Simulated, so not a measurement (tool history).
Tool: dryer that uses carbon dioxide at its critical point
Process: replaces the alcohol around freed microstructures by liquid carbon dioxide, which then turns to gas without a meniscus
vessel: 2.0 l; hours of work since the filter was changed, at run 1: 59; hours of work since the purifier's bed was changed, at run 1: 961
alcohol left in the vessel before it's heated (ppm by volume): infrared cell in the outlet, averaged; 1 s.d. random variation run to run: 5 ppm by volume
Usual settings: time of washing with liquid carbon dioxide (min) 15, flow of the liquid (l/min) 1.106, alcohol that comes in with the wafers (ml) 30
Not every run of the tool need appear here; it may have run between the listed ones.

run	hour	time of washing with liquid carbon dioxide (min)	flow of the liquid (l/min)	alcohol that comes in with the wafers (ml)	hours of work since the filter was changed	hours of work since the purifier's bed was changed	alcohol left in the vessel before it's heated (ppm by volume)
1	0	15	1.106	30	59	961	189
2	66.5	15	1.106	30	95	997	196
3	108.1	15	1.106	30	117	1019	203
4	172.1	15	0.93	30	152	1054	267
# hour 195.1: purifier's bed changed
5	222.7	15	0.93	30	177	15	126
6	271.1	15	0.93	30	203	41	139
7	306.8	15	0.93	30	223	60	149
8	363.6	15	0.93	30	253	91	141

Run 9 has not been measured yet. What should we expect?
9	397.7	15	0.93	30	272	109	?

{"run 9": {"alcohol left in the vessel before it's heated (ppm by volume)": 156}}
The same run, on a tool lacking any hidden state, would have yielded alcohol left in the vessel before it's heated (ppm by volume) 106.

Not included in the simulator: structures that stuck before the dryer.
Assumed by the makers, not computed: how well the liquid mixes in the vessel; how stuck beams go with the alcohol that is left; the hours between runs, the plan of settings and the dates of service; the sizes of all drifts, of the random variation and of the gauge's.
